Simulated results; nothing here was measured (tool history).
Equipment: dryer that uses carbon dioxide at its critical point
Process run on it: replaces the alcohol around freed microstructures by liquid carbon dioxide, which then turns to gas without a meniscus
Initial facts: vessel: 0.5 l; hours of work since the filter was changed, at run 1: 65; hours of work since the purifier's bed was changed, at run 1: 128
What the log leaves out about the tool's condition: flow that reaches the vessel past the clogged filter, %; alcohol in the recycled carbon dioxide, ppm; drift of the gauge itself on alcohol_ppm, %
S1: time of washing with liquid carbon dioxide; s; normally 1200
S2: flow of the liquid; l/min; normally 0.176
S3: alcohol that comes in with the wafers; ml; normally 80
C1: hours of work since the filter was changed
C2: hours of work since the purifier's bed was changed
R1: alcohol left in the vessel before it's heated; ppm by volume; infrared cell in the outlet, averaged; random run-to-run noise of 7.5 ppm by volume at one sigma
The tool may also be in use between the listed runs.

run   hour    S1     S2  S3   C1   C2    R1
  1      0  1200  0.176  80   65  128   427
  2   13.3  1200  0.176  80   74  137   418
  3     31  1200  0.176  80   87  150   430
  4   43.3  1200  0.176  80   95  159   452
  5     65  1200  0.176  80  111  174   463
  6   85.8  1200  0.176  80  126  189   450
  7  103.4  1200  0.297  80  138  201    39
  8  126.2  1200  0.176  80  154  217   497
  9  141.5  1200  0.255  73  165  228    53
 10  155.7   900  0.176  49  175  238  1236
 11  178.8   900  0.176  49  191  255  1225
 12  189.8   900  0.176  49  199  262  1238
 13  212.8   780  0.143  22  215  279  2102
 14  231.4   840  0.176  47  228  292  1590
 15  246.6  1380  0.201  36  239  302    76
 16    264  1380  0.201  36  251  315    79

Some steps in R1, run to run, broken into two amounts with sign: the step expected even without the hidden condition (settings, incoming material, random variation), and the rest, left for the hidden condition together with whatever gauge scatter is not in both the measured and the hidden-condition-free result:
Run 14 -> 15: S1 840 -> 1380, S2 0.176 -> 0.201, S3 47 -> 36. R1 -1514 ppm by volume: hidden state -214, all else -1300.
